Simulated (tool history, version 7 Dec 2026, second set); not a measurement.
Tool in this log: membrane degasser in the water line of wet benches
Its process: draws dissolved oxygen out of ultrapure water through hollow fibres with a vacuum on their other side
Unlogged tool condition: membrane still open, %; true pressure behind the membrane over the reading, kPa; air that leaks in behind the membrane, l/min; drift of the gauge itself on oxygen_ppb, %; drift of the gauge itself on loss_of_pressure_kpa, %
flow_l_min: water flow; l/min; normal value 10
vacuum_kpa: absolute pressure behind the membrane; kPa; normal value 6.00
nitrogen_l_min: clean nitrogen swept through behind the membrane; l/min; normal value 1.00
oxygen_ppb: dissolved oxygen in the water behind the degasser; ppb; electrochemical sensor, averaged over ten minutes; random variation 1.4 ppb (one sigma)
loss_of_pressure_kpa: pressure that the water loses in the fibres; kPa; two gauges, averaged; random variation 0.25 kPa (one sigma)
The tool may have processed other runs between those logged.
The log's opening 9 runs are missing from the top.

| run | hour | flow_l_min | vacuum_kpa | nitrogen_l_min | hours since the membrane was changed | hours since the vacuum gauge was calibrated | hours since the vacuum lines were made tight | oxygen_ppb | loss_of_pressure_kpa |
|---|---|---|---|---|---|---|---|---|---|
| 10 | 1661.6 | 10 | 6.00 | 1.00 | 2085 | 1662 | 10896 | 138.9 | 67.36 |
| 11 | 1920.1 | 10 | 6.00 | 1.00 | 2344 | 1920 | 11155 | 141.8 | 67.18 |
| 12 | 2139.0 | 10 | 6.00 | 0.46 | 2563 | 2139 | 11374 | 206.7 | 67.13 |
| 13 | 2352.8 | 10 | 5.99 | 1.00 | 2776 | 2353 | 11587 | 138.5 | 67.26 |
| 14 | 2463.4 | 10 | 3.81 | 1.00 | 2887 | 2463 | 11698 | 89.5 | 67.80 |
| 15 | 2603.1 | 10 | 6.00 | 1.05 | 3027 | 2603 | 11838 | 136.4 | 67.45 |
| 16 | 2776.7 | 10 | 6.00 | 1.05 | 3200 | 2777 | 12011 | 138.1 | 67.37 |
| 17 | 3047.8 | 10 | 6.00 | 1.05 | 3472 | 3048 | 12282 | 137.0 | 67.74 |
| 18 | 3269.0 | 10 | 11.91 | 1.00 | 3693 | 3269 | 12504 | 274.3 | 67.69 |
|  | 3319.8 | gauge calibrated |
| 19 | 3538.7 | 10 | 11.91 | 1.00 | 3962 | 3539 | 12773 | 277.3 | 66.22 |
| 20 | 3652.8 | 10 | 11.91 | 1.00 | 4076 | 3653 | 12887 | 274.3 | 66.48 |
| 21 | 3887.1 | 10 | 8.40 | 1.00 | 4311 | 3887 | 13122 | 190.8 | 66.60 |
| 22 | 4054.3 | 14 | 11.76 | 1.00 | 4478 | 4054 | 13289 | 508.6 | 93.06 |
| 23 | 4272.3 | 14 | 11.76 | 1.00 | 4696 | 4272 | 13507 | 504.7 | 92.74 |
|  | 4485.5 | vacuum gauge calibrated |
| 24 | 4485.5 | 14 | 11.76 | 1.00 | 4909 | 0 | 13720 | 502.2 | 93.39 |
|  | 4636.9 | seals of the vacuum lines changed |
| 25 | 4651.8 | 14 | 11.76 | 1.00 | 5073 | 164 | 15 | 505.7 | 93.46 |
| 26 | 4916.0 | 8 | 3.86 | 0.57 | 5337 | 429 | 279 | 48.4 | 53.49 |
| 27 | 5104.5 | 8 | 12.54 | 0.57 | 5526 | 617 | 468 | 319.7 | 53.67 |
| 28 | 5300.0 | 7 | 12.54 | 1.13 | 5721 | 813 | 663 | 153.9 | 46.88 |
| 29 | 5551.5 | 7 | 12.54 | 1.13 | 5973 | 1064 | 915 | 152.8 | 47.13 |
| 30 | 5692.1 | 12 | 4.70 | 0.54 | 6113 | 1205 | 1055 | 218.6 | 81.24 |
| 31 | 5941.1 | 12 | 4.70 | 0.54 | 6362 | 1454 | 1304 | 224.1 | 80.80 |
| 32 | 6127.2 | 13 | 7.70 | 0.69 | 6548 | 1640 | 1490 | 381.6 | 87.85 |

Predict each of these 4 candidate next runs independently; none follows another, all start after run 32:
| A | 6279.9 | 13 | 8.69 | 1.67 | 6701 | 1792 | 1643 | ? | ? |
| B | 6279.9 | 13 | 8.37 | 0.69 | 6701 | 1792 | 1643 | ? | ? |
| C | 6279.9 | 12 | 8.23 | 1.06 | 6701 | 1792 | 1643 | ? | ? |
| D | 6279.9 | 10 | 9.92 | 2.75 | 6701 | 1792 | 1643 | ? | ? |

| run | oxygen_ppb | loss_of_pressure_kpa |
|---|---|---|
| A | 293.1 | 87.80 |
| B | 405.0 | 87.78 |
| C | 279.8 | 81.39 |
| D | 134.1 | 67.80 |
Take away the tool's hidden state, keep each run's random variation, and the runs would have read:
| run | oxygen_ppb | loss_of_pressure_kpa |
|---|---|---|
| A | 292.8 | 85.90 |
| B | 404.7 | 85.88 |
| C | 279.5 | 79.64 |
| D | 134.0 | 66.34 |
